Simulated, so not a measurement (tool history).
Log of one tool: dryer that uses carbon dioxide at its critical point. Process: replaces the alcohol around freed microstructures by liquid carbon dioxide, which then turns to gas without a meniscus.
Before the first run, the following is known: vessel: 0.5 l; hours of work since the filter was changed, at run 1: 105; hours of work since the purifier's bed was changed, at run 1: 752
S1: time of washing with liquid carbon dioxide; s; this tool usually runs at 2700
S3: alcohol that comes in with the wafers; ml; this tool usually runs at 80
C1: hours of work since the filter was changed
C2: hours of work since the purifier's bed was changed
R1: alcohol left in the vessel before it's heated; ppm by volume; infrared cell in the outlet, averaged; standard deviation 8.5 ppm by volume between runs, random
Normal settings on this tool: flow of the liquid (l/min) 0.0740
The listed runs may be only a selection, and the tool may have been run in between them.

{"run": 1, "day": 0.0, "S1": 2700, "flow of the liquid (l/min)": 0.074, "S3": 80, "C1": 105, "C2": 752, "R1": 599}
{"run": 2, "day": 0.458, "S1": 2700, "flow of the liquid (l/min)": 0.074, "S3": 80, "C1": 113, "C2": 760, "R1": 605}
{"run": 3, "day": 0.904, "S1": 2700, "flow of the liquid (l/min)": 0.074, "S3": 80, "C1": 121, "C2": 768, "R1": 602}
{"run": 4, "day": 1.625, "S1": 2700, "flow of the liquid (l/min)": 0.074, "S3": 80, "C1": 134, "C2": 781, "R1": 605}
{"run": 5, "day": 2.5, "S1": 2700, "flow of the liquid (l/min)": 0.074, "S3": 80, "C1": 150, "C2": 797, "R1": 607}
{"run": 6, "day": 2.938, "S1": 2700, "flow of the liquid (l/min)": 0.0802, "S3": 80, "C1": 158, "C2": 805, "R1": 443}
{"run": 7, "day": 3.867, "S1": 2700, "flow of the liquid (l/min)": 0.074, "S3": 80, "C1": 175, "C2": 822, "R1": 646}
{"run": 8, "day": 4.442, "S1": 2700, "flow of the liquid (l/min)": 0.0637, "S3": 80, "C1": 185, "C2": 832, "R1": 1195}
{"run": 9, "day": 5.058, "S1": 3420, "flow of the liquid (l/min)": 0.074, "S3": 80, "C1": 196, "C2": 843, "R1": 239}
{"run": 10, "day": 5.638, "S1": 3420, "flow of the liquid (l/min)": 0.074, "S3": 80, "C1": 207, "C2": 854, "R1": 244}
{"run": 11, "day": 6.288, "S1": 2160, "flow of the liquid (l/min)": 0.0495, "S3": 79, "C1": 219, "C2": 865, "R1": 7039}
{"run": 12, "day": 6.938, "S1": 1680, "flow of the liquid (l/min)": 0.0915, "S3": 80, "C1": 230, "C2": 877, "R1": 2115}
{"run": 13, "day": 7.4, "S1": 2700, "flow of the liquid (l/min)": 0.0502, "S3": 37, "C1": 239, "C2": 886, "R1": 1525}
{"run": 14, "day": 8.104, "S1": 2700, "flow of the liquid (l/min)": 0.1152, "S3": 24, "C1": 252, "C2": 898, "R1": 143}
{"run": 15, "day": 8.625, "S1": 1620, "flow of the liquid (l/min)": 0.0544, "S3": 113, "C1": 261, "C2": 908, "R1": 17703}
{"run": 16, "day": 9.383, "S1": 3540, "flow of the liquid (l/min)": 0.0578, "S3": 42, "C1": 275, "C2": 921, "R1": 346}

Estimate the outcome of run 17 from the log above:
{"run": 17, "day": 10.417, "S1": 3600, "flow of the liquid (l/min)": 0.0563, "S3": 33, "C1": 293, "C2": 940, "R1": "?"}

Run 17 produced R1 332 ppm by volume.
Minus the tool's unlogged condition, the same run would have read R1 167 ppm by volume.
